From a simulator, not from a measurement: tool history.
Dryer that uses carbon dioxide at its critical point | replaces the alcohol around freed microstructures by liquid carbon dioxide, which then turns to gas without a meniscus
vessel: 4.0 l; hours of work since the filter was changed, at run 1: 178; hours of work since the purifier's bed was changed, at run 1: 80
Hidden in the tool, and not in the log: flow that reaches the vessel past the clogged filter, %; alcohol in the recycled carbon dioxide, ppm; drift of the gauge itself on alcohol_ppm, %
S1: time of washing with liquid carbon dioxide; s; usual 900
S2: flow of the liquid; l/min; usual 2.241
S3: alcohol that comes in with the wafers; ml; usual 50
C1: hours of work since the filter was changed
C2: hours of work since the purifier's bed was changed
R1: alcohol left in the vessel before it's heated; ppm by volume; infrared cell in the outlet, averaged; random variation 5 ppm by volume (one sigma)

Run 1, hour 0.0: usual settings; C1 178; C2 80. Result: R1 29 ppm by volume.
Run 2, hour 13.5: usual settings; C1 183; C2 85. Result: R1 30 ppm by volume.
Run 3, hour 27.1: usual settings; C1 188; C2 90. Result: R1 29 ppm by volume.
Run 4, hour 40.3: usual settings; C1 193; C2 94. Result: R1 32 ppm by volume.
Run 5, hour 55.5: usual settings; C1 198; C2 100. Result: R1 36 ppm by volume.
Run 6, hour 71.7: usual settings; C1 204; C2 105. Result: R1 36 ppm by volume.
Run 7, hour 83.7: usual settings; C1 208; C2 109. Result: R1 28 ppm by volume.
Run 8, hour 99.2: usual settings; C1 213; C2 115. Result: R1 34 ppm by volume.
Run 9, hour 112.8: usual settings; C1 218; C2 120. Result: R1 34 ppm by volume.
Run 10, hour 124.1: usual settings; C1 222; C2 124. Result: R1 42 ppm by volume.
Run 11, hour 134.2: usual settings; C1 225; C2 127. Result: R1 29 ppm by volume.
Run 12, hour 146.9: usual settings; C1 230; C2 132. Result: R1 39 ppm by volume.
Run 13, hour 155.1: usual settings but S3 78 ml; C1 233; C2 134. Result: R1 48 ppm by volume.
Run 14, hour 162.1: usual settings but S3 78 ml; C1 235; C2 137. Result: R1 40 ppm by volume.
Run 15, hour 175.0: usual settings but S3 78 ml; C1 240; C2 141. Result: R1 39 ppm by volume.
Run 16, hour 188.8: usual settings but S3 78 ml; C1 245; C2 146. Result: R1 46 ppm by volume.
Run 17, hour 206.0: usual settings but S2 3.140 l/min, S3 78 ml; C1 251; C2 152. Result: R1 37 ppm by volume.
Run 18, hour 220.5: usual settings but S2 3.140 l/min, S3 78 ml; C1 256; C2 157. Result: R1 39 ppm by volume.
Run 19, hour 231.9: usual settings but S2 3.140 l/min, S3 78 ml; C1 260; C2 161. Result: R1 39 ppm by volume.
Run 20, hour 245.7: usual settings but S3 72 ml; C1 265; C2 166. Result: R1 47 ppm by volume.
Run 21, hour 258.6: usual settings but S3 72 ml; C1 269; C2 171. Result: R1 56 ppm by volume.
Run 22, hour 270.6: usual settings; C1 273; C2 175. Result: R1 54 ppm by volume.
Run 23, hour 284.3: usual settings; C1 278; C2 180. Result: R1 49 ppm by volume.
Run 24, hour 295.0: usual settings; C1 282; C2 184. Result: R1 50 ppm by volume.
Run 25, hour 302.6: usual settings but S1 600 s, S2 2.530 l/min, S3 111 ml; C1 284; C2 186. Result: R1 141 ppm by volume.
Run 26, hour 312.3: usual settings but S1 780 s, S2 1.580 l/min, S3 25 ml; C1 288; C2 190. Result: R1 105 ppm by volume.
Run 27, hour 320.9: usual settings but S1 600 s, S3 87 ml; C1 291; C2 193. Result: R1 197 ppm by volume.
Run 28, hour 329.5: usual settings but S1 960 s, S2 3.310 l/min, S3 87 ml; C1 294; C2 196. Result: R1 37 ppm by volume.
Run 29, hour 343.6: usual settings but S1 960 s, S2 3.310 l/min, S3 87 ml; C1 299; C2 201. Result: R1 45 ppm by volume.
Run 30, hour 355.5: usual settings but S1 720 s, S2 1.830 l/min, S3 118 ml; C1 303; C2 205. Result: R1 276 ppm by volume.
Run 31, hour 363.6: usual settings but S1 660 s, S2 3.500 l/min, S3 78 ml; C1 306; C2 208. Result: R1 57 ppm by volume.
Run 32, hour 371.8: usual settings but S2 2.230 l/min, S3 87 ml; C1 309; C2 210. Result: R1 62 ppm by volume.
Run 33, hour 384.8: usual settings but S2 1.420 l/min; C1 313; C2 215. Result: R1 163 ppm by volume.
Run 34, hour 400.6: usual settings but S1 1380 s, S2 1.420 l/min, S3 86 ml; C1 319; C2 221. Result: R1 67 ppm by volume.
Run 35, hour 417.1: usual settings but S1 660 s, S2 2.740 l/min, S3 94 ml; C1 325; C2 226. Result: R1 83 ppm by volume.
Run 36, hour 426.7: usual settings but S1 1140 s, S2 2.380 l/min, S3 107 ml; C1 328; C2 230. Result: R1 57 ppm by volume.
Run 37, hour 439.9: usual settings but S1 840 s, S2 3.480 l/min, S3 107 ml; C1 333; C2 234. Result: R1 52 ppm by volume.
Run 38, hour 447.3: usual settings but S1 840 s, S2 3.480 l/min, S3 107 ml; C1 335; C2 237. Result: R1 56 ppm by volume.
Run 39, hour 454.7: usual settings but S1 840 s, S2 3.480 l/min, S3 107 ml; C1 338; C2 240. Result: R1 60 ppm by volume.
Run 40, hour 470.6: usual settings but S1 840 s, S2 3.480 l/min, S3 107 ml; C1 343; C2 245. Result: R1 57 ppm by volume.
Run 41, hour 480.4: usual settings but S1 1260 s, S2 2.130 l/min, S3 92 ml; C1 347; C2 249. Result: R1 50 ppm by volume.
Run 42, hour 490.4: usual settings but S1 1260 s, S2 2.130 l/min, S3 92 ml; C1 350; C2 252. Result: R1 62 ppm by volume.
Run 43, hour 498.3: usual settings but S1 1020 s, S2 3.260 l/min; C1 353; C2 255. Result: R1 65 ppm by volume.
Run 44, hour 513.3: usual settings but S3 24 ml; C1 358; C2 260. Result: R1 74 ppm by volume.
Run 45, hour 523.4: usual settings but S1 1260 s, S3 24 ml; C1 362; C2 264. Result: R1 53 ppm by volume.
Run 46, hour 531.1: usual settings but S2 2.710 l/min; C1 365; C2 266. Result: R1 60 ppm by volume.
Run 47, hour 548.5: usual settings but S1 840 s, S3 69 ml; C1 371; C2 272. Result: R1 82 ppm by volume.

Some steps in R1 between neighbouring runs. How much of each would the tool show without its hidden state too (settings, what came in, random variation), and how much is left for the hidden state, with any gauge scatter that isn't in both results?
Run 27 -> 28: S1 600 -> 960, S2 2.241 -> 3.310. R1 -160 ppm by volume: hidden state -56, all else -104.
Run 29 -> 30: S1 960 -> 720, S2 3.310 -> 1.830, S3 87 -> 118. R1 +231 ppm by volume: hidden state +84, all else +147.
Run 30 -> 31: S1 720 -> 660, S2 1.830 -> 3.500, S3 118 -> 78. R1 -219 ppm by volume: hidden state -80, all else -139.

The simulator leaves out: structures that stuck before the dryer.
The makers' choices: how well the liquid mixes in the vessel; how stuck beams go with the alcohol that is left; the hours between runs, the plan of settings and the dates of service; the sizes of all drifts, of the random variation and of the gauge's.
